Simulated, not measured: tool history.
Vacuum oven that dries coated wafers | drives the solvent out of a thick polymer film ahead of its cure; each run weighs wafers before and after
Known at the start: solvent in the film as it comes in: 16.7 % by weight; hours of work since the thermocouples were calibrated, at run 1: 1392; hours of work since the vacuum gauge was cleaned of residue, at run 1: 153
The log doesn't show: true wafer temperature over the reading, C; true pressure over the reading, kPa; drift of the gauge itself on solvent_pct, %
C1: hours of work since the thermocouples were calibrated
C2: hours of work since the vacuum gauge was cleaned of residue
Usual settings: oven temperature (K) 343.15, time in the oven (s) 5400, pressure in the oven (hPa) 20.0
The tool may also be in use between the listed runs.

run 1 hour=0.0 | oven_temperature_(K)=343.15 time_in_the_oven_(s)=5400 pressure_in_the_oven_(hPa)=20.0 | C1=1392 C2=153 | solvent_left_in_the_film_(%)=0.90
run 2 hour=25.9 | oven_temperature_(K)=343.15 time_in_the_oven_(s)=5400 pressure_in_the_oven_(hPa)=20.0 | C1=1406 C2=167 | solvent_left_in_the_film_(%)=0.89
run 3 hour=62.8 | oven_temperature_(K)=357.15 time_in_the_oven_(s)=5400 pressure_in_the_oven_(hPa)=20.0 | C1=1426 C2=187 | solvent_left_in_the_film_(%)=0.25
run 4 hour=101.9 | oven_temperature_(K)=357.15 time_in_the_oven_(s)=5400 pressure_in_the_oven_(hPa)=20.0 | C1=1447 C2=208 | solvent_left_in_the_film_(%)=0.27
run 5 hour=134.7 | oven_temperature_(K)=343.15 time_in_the_oven_(s)=3240 pressure_in_the_oven_(hPa)=20.0 | C1=1465 C2=226 | solvent_left_in_the_film_(%)=2.16
run 6 hour=157.5 | oven_temperature_(K)=343.15 time_in_the_oven_(s)=3240 pressure_in_the_oven_(hPa)=20.0 | C1=1477 C2=238 | solvent_left_in_the_film_(%)=2.13
run 7 hour=187.1 | oven_temperature_(K)=343.15 time_in_the_oven_(s)=8520 pressure_in_the_oven_(hPa)=20.0 | C1=1493 C2=254 | solvent_left_in_the_film_(%)=0.50
-- hour=208.9 oven's thermocouples calibrated
run 8 hour=218.7 | oven_temperature_(K)=343.15 time_in_the_oven_(s)=3900 pressure_in_the_oven_(hPa)=20.0 | C1=5 C2=270 | solvent_left_in_the_film_(%)=1.43
run 9 hour=246.5 | oven_temperature_(K)=343.15 time_in_the_oven_(s)=5400 pressure_in_the_oven_(hPa)=28.4 | C1=20 C2=285 | solvent_left_in_the_film_(%)=1.00
run 10 hour=279.1 | oven_temperature_(K)=343.15 time_in_the_oven_(s)=5400 pressure_in_the_oven_(hPa)=28.4 | C1=38 C2=303 | solvent_left_in_the_film_(%)=0.97
run 11 hour=305.7 | oven_temperature_(K)=343.15 time_in_the_oven_(s)=5400 pressure_in_the_oven_(hPa)=28.4 | C1=52 C2=317 | solvent_left_in_the_film_(%)=1.00
run 12 hour=344.4 | oven_temperature_(K)=343.15 time_in_the_oven_(s)=5400 pressure_in_the_oven_(hPa)=28.4 | C1=73 C2=338 | solvent_left_in_the_film_(%)=0.98
run 13 hour=369.3 | oven_temperature_(K)=343.15 time_in_the_oven_(s)=5400 pressure_in_the_oven_(hPa)=20.0 | C1=87 C2=352 | solvent_left_in_the_film_(%)=0.82
run 14 hour=401.7 | oven_temperature_(K)=343.15 time_in_the_oven_(s)=5400 pressure_in_the_oven_(hPa)=20.0 | C1=104 C2=369 | solvent_left_in_the_film_(%)=0.83
run 15 hour=451.7 | oven_temperature_(K)=343.15 time_in_the_oven_(s)=4200 pressure_in_the_oven_(hPa)=20.0 | C1=131 C2=396 | solvent_left_in_the_film_(%)=1.26
run 16 hour=495.6 | oven_temperature_(K)=343.15 time_in_the_oven_(s)=4200 pressure_in_the_oven_(hPa)=20.0 | C1=155 C2=420 | solvent_left_in_the_film_(%)=1.25
-- hour=526.7 oven's thermocouples calibrated, once more
run 17 hour=539.0 | oven_temperature_(K)=343.15 time_in_the_oven_(s)=4200 pressure_in_the_oven_(hPa)=20.0 | C1=7 C2=442 | solvent_left_in_the_film_(%)=1.67
run 18 hour=580.6 | oven_temperature_(K)=343.15 time_in_the_oven_(s)=4200 pressure_in_the_oven_(hPa)=12.1 | C1=29 C2=465 | solvent_left_in_the_film_(%)=1.49
run 19 hour=632.2 | oven_temperature_(K)=343.15 time_in_the_oven_(s)=4200 pressure_in_the_oven_(hPa)=12.1 | C1=57 C2=493 | solvent_left_in_the_film_(%)=1.49
run 20 hour=685.6 | oven_temperature_(K)=343.15 time_in_the_oven_(s)=4200 pressure_in_the_oven_(hPa)=12.1 | C1=86 C2=522 | solvent_left_in_the_film_(%)=1.47
run 21 hour=712.8 | oven_temperature_(K)=343.15 time_in_the_oven_(s)=4200 pressure_in_the_oven_(hPa)=12.1 | C1=101 C2=536 | solvent_left_in_the_film_(%)=1.47
run 22 hour=750.7 | oven_temperature_(K)=343.15 time_in_the_oven_(s)=4200 pressure_in_the_oven_(hPa)=12.1 | C1=121 C2=557 | solvent_left_in_the_film_(%)=1.48
run 23 hour=774.2 | oven_temperature_(K)=343.15 time_in_the_oven_(s)=7500 pressure_in_the_oven_(hPa)=20.0 | C1=134 C2=569 | solvent_left_in_the_film_(%)=0.71
run 24 hour=823.0 | oven_temperature_(K)=352.15 time_in_the_oven_(s)=7500 pressure_in_the_oven_(hPa)=66.3 | C1=160 C2=596 | solvent_left_in_the_film_(%)=1.11
run 25 hour=873.4 | oven_temperature_(K)=352.15 time_in_the_oven_(s)=7500 pressure_in_the_oven_(hPa)=66.3 | C1=187 C2=623 | solvent_left_in_the_film_(%)=1.08
run 26 hour=896.8 | oven_temperature_(K)=350.15 time_in_the_oven_(s)=4800 pressure_in_the_oven_(hPa)=66.3 | C1=200 C2=636 | solvent_left_in_the_film_(%)=1.30
run 27 hour=948.2 | oven_temperature_(K)=350.15 time_in_the_oven_(s)=4800 pressure_in_the_oven_(hPa)=66.3 | C1=228 C2=664 | solvent_left_in_the_film_(%)=1.32
run 28 hour=979.2 | oven_temperature_(K)=342.15 time_in_the_oven_(s)=4800 pressure_in_the_oven_(hPa)=28.2 | C1=245 C2=680 | solvent_left_in_the_film_(%)=1.71
run 29 hour=1035.6 | oven_temperature_(K)=342.15 time_in_the_oven_(s)=4800 pressure_in_the_oven_(hPa)=31.5 | C1=275 C2=711 | solvent_left_in_the_film_(%)=1.77
run 30 hour=1080.8 | oven_temperature_(K)=342.15 time_in_the_oven_(s)=4800 pressure_in_the_oven_(hPa)=31.5 | C1=299 C2=735 | solvent_left_in_the_film_(%)=1.79
run 31 hour=1116.9 | oven_temperature_(K)=357.15 time_in_the_oven_(s)=9540 pressure_in_the_oven_(hPa)=44.7 | C1=319 C2=755 | solvent_left_in_the_film_(%)=0.63
run 32 hour=1160.1 | oven_temperature_(K)=342.15 time_in_the_oven_(s)=4800 pressure_in_the_oven_(hPa)=52.9 | C1=342 C2=778 | solvent_left_in_the_film_(%)=2.25
run 33 hour=1214.4 | oven_temperature_(K)=348.15 time_in_the_oven_(s)=4800 pressure_in_the_oven_(hPa)=51.1 | C1=372 C2=807 | solvent_left_in_the_film_(%)=1.20
run 34 hour=1269.9 | oven_temperature_(K)=348.15 time_in_the_oven_(s)=4800 pressure_in_the_oven_(hPa)=51.1 | C1=402 C2=837 | solvent_left_in_the_film_(%)=1.21
run 35 hour=1307.1 | oven_temperature_(K)=345.15 time_in_the_oven_(s)=7740 pressure_in_the_oven_(hPa)=50.1 | C1=422 C2=857 | solvent_left_in_the_film_(%)=1.21
run 36 hour=1347.4 | oven_temperature_(K)=345.15 time_in_the_oven_(s)=7740 pressure_in_the_oven_(hPa)=13.7 | C1=444 C2=879 | solvent_left_in_the_film_(%)=0.42
run 37 hour=1384.4 | oven_temperature_(K)=345.15 time_in_the_oven_(s)=7740 pressure_in_the_oven_(hPa)=13.7 | C1=464 C2=899 | solvent_left_in_the_film_(%)=0.44
run 38 hour=1427.7 | oven_temperature_(K)=343.15 time_in_the_oven_(s)=5040 pressure_in_the_oven_(hPa)=10.8 | C1=487 C2=923 | solvent_left_in_the_film_(%)=1.00
run 39 hour=1478.1 | oven_temperature_(K)=343.15 time_in_the_oven_(s)=5040 pressure_in_the_oven_(hPa)=10.8 | C1=514 C2=950 | solvent_left_in_the_film_(%)=1.00
run 40 hour=1524.9 | oven_temperature_(K)=343.15 time_in_the_oven_(s)=5940 pressure_in_the_oven_(hPa)=14.1 | C1=539 C2=975 | solvent_left_in_the_film_(%)=0.78
run 41 hour=1560.9 | oven_temperature_(K)=347.15 time_in_the_oven_(s)=7500 pressure_in_the_oven_(hPa)=13.8 | C1=559 C2=995 | solvent_left_in_the_film_(%)=0.37
run 42 hour=1616.1 | oven_temperature_(K)=347.15 time_in_the_oven_(s)=7500 pressure_in_the_oven_(hPa)=13.8 | C1=589 C2=1024 | solvent_left_in_the_film_(%)=0.39
run 43 hour=1659.8 | oven_temperature_(K)=347.15 time_in_the_oven_(s)=7500 pressure_in_the_oven_(hPa)=13.8 | C1=612 C2=1048 | solvent_left_in_the_film_(%)=0.36
run 44 hour=1708.8 | oven_temperature_(K)=353.15 time_in_the_oven_(s)=5400 pressure_in_the_oven_(hPa)=20.0 | C1=639 C2=1075 | solvent_left_in_the_film_(%)=0.39
run 45 hour=1735.1 | oven_temperature_(K)=343.15 time_in_the_oven_(s)=3600 pressure_in_the_oven_(hPa)=20.0 | C1=653 C2=1089 | solvent_left_in_the_film_(%)=2.07
run 46 hour=1777.4 | oven_temperature_(K)=357.15 time_in_the_oven_(s)=3000 pressure_in_the_oven_(hPa)=56.1 | C1=676 C2=1112 | solvent_left_in_the_film_(%)=0.87

4 ways to go on from here, each from the tool as it stands after run 46. What would each give?
run A hour=1818.9 | oven_temperature_(K)=352.15 time_in_the_oven_(s)=3000 pressure_in_the_oven_(hPa)=17.5 | C1=698 C2=1134 | solvent_left_in_the_film_(%)=?
run B hour=1818.9 | oven_temperature_(K)=328.15 time_in_the_oven_(s)=3840 pressure_in_the_oven_(hPa)=59.2 | C1=698 C2=1134 | solvent_left_in_the_film_(%)=?
run C hour=1818.9 | oven_temperature_(K)=347.15 time_in_the_oven_(s)=5700 pressure_in_the_oven_(hPa)=35.0 | C1=698 C2=1134 | solvent_left_in_the_film_(%)=?
run D hour=1818.9 | oven_temperature_(K)=338.15 time_in_the_oven_(s)=7140 pressure_in_the_oven_(hPa)=16.2 | C1=698 C2=1134 | solvent_left_in_the_film_(%)=?

run=A solvent_left_in_the_film_(%)=0.72
run=B solvent_left_in_the_film_(%)=8.51
run=C solvent_left_in_the_film_(%)=0.90
run=D solvent_left_in_the_film_(%)=1.31
Without the tool's hidden state the same runs would have given:
run=A solvent_left_in_the_film_(%)=0.70
run=B solvent_left_in_the_film_(%)=8.56
run=C solvent_left_in_the_film_(%)=0.84
run=D solvent_left_in_the_film_(%)=1.27

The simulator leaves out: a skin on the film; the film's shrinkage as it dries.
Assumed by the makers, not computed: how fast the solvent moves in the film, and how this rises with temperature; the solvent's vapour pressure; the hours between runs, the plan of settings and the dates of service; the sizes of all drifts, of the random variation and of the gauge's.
